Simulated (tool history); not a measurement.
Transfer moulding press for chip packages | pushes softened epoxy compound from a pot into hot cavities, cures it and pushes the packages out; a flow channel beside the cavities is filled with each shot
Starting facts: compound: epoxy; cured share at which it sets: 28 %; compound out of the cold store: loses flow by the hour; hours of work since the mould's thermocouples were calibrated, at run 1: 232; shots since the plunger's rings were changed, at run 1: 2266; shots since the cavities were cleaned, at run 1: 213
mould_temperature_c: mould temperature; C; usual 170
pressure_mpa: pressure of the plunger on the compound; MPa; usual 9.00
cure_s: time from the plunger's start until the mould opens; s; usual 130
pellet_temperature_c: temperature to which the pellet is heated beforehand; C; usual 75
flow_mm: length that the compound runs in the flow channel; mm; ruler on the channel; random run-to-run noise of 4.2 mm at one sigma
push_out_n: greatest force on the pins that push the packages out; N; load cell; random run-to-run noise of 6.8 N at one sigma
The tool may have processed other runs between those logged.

run     day  mould_temperature_c  pressure_mpa  cure_s  pellet_temperature_c  hours of work since the mould's thermocouples were calibrated  shots since the plunger's rings were changed  shots since the cavities were cleaned  incoming compound's hours out of the cold store  flow_mm  push_out_n
  1   0.000                  170          9.00     130                    75                                                            232                                          2266                                    213                                             39.2      551         412
      0.950  -- cavities cleaned with cleaning compound and waxed
  2   1.021                  170          9.00     130                    75                                                            249                                          2522                                     20                                             26.3      602         532
      2.350  -- plunger's sealing rings changed
  3   2.350                  170          9.00     130                    75                                                            271                                             0                                    347                                             35.8      584         518
      2.762  -- cavities cleaned with cleaning compound and waxed
  4   4.017                  170          9.00     130                    75                                                            299                                           428                                    335                                             39.7      554         444
      4.454  -- cavities cleaned with cleaning compound and waxed
  5   4.921                  170          8.12     130                    75                                                            314                                           651                                    124                                             27.1      587         370
  6   5.792                  170          7.26     130                    75                                                            330                                           884                                    357                                             21.3      579         438
      6.238  -- cavities cleaned with cleaning compound and waxed
      6.958  -- cavities cleaned with cleaning compound and waxed, once more
  7   7.500                  170          7.26     130                    75                                                            358                                          1306                                    144                                             46.9      475         372
      8.712  -- cavities cleaned with cleaning compound and waxed
  8   9.075                  170          7.44     130                    75                                                            385                                          1710                                     97                                              8.1      627         376
  9  10.196                  170          7.44     130                    75                                                            405                                          2009                                    396                                             26.8      549         466
     10.458  -- cavities cleaned with cleaning compound and waxed
 10  11.058                  170          7.44     130                    75                                                            420                                          2223                                    161                                             16.9      586         386
 11  11.788                  170          9.00     130                    75                                                            433                                          2417                                    355                                             13.3      662         483
     12.204  -- cavities cleaned with cleaning compound and waxed
 12  12.746                  167          9.00     130                    75                                                            449                                          2655                                    144                                             24.6      616         430
     13.633  -- plunger's sealing rings changed
     14.004  -- cavities cleaned with cleaning compound and waxed
 13  14.279                  167          9.00     130                    75                                                            473                                           155                                     73                                             26.7      623         408
     15.792  -- cavities cleaned with cleaning compound and waxed
 14  15.867                  167          9.00     130                    75                                                            501                                           562                                     20                                             30.7      605         367
 15  17.067                  167          9.00     130                    75                                                            522                                           882                                    340                                             18.3      655         559
     17.504  -- cavities cleaned with cleaning compound and waxed
     18.375  -- mould's thermocouples calibrated
 16  18.679                  177          9.00     126                    75                                                              5                                          1273                                    291                                             26.7      597         375
     19.317  -- cavities cleaned with cleaning compound and waxed
 17  19.462                  177          9.00     126                    75                                                             18                                          1466                                     39                                              8.6      676         270
 18  20.242                  170          6.97     160                    85                                                             32                                          1674                                    247                                             23.0      544         359
     21.008  -- cavities cleaned with cleaning compound and waxed
 19  21.229                  177          7.22     132                    67                                                             49                                          1920                                     58                                              9.3      603         300

Run 20 comes next. What will it give?
 20  22.438                  164         10.15     132                    65                                                             70                                          2242                                    380                                             33.6        ?           ?

{"run 20": {"flow_mm": 614, "push_out_n": 613}}
Were there no unlogged condition in the tool, this run, its random variation unchanged, would have produced flow_mm 633 mm, push_out_n 374 N.

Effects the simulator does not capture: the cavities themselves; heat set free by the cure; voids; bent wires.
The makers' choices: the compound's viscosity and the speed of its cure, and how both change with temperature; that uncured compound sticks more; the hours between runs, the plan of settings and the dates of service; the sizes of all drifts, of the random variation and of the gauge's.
